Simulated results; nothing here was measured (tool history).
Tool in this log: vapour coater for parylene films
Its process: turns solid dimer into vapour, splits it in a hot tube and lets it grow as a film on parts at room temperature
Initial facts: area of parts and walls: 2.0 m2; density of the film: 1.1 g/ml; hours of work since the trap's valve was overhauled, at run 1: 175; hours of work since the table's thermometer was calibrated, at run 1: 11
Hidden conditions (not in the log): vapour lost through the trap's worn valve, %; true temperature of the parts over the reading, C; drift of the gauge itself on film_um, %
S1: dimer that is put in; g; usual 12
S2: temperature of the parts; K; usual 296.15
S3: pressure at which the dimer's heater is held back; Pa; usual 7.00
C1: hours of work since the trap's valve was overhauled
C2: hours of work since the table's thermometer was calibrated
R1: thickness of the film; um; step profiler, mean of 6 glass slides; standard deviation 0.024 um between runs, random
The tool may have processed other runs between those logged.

run   hour  S1      S2     S3   C1   C2    R1
  1    0.0  12  296.15   7.00  175   11  3.71
  2   30.3  12  296.15   7.00  192   27  3.67
  3   55.5  12  296.15   7.00  205   41  3.70
  4   84.0  12  296.15   7.00  221   56  3.67
  5  101.7  12  289.15   7.00  230   66  4.78
  6  131.6  12  289.15   7.00  246   82  4.77
  7  151.6  12  289.15   7.00  257   93  4.72
  8  179.8  12  289.15   7.00  273  108  4.74
  9  204.2  12  289.15   7.00  286  121  4.73
 10  229.0  12  289.15   7.00  299  135  4.74
 11  242.1   6  289.15   7.00  306  142  2.35
 12  272.4   6  289.15   7.00  323  158  2.37
 13  287.9  12  296.15   7.00  331  167  3.62
 14  301.4  12  296.15   7.00  338  174  3.61
 15  333.2   6  296.15   7.00  356  191  1.79
 16  358.2  15  296.15   7.00  369  205  4.49
 17  388.3  15  296.15   7.00  386  221  4.50
 18  407.0  15  293.15   7.00  396  231  5.02
 19  435.1  12  296.15   7.00  411  247  3.61
 20  461.6  12  293.15   7.00  425  261  4.08
 21  476.2  17  300.15  10.01  433  269  4.01
 22  499.1  10  289.15   5.52  446  281  4.17
 23  528.6   6  296.15   6.53  462  297  1.81
 24  558.1   6  296.15   6.53  478  313  1.85
 25  576.6   6  296.15   6.53  488  323  1.79
 26  593.8  12  290.15   7.00  497  333  4.51
 27  609.8  12  297.15   7.00  506  341  3.46
 28  636.1  12  291.15   6.67  520  356  4.37
 29  658.8  21  293.15   3.88  532  368  8.08

The next listed run, before its measurement:
 30  674.3  13  296.15  7.00  541  376   ?

Run 30 measured R1 3.90 um.
Were there no unlogged condition in the tool, this run, its random variation unchanged, would have produced R1 4.08 um.
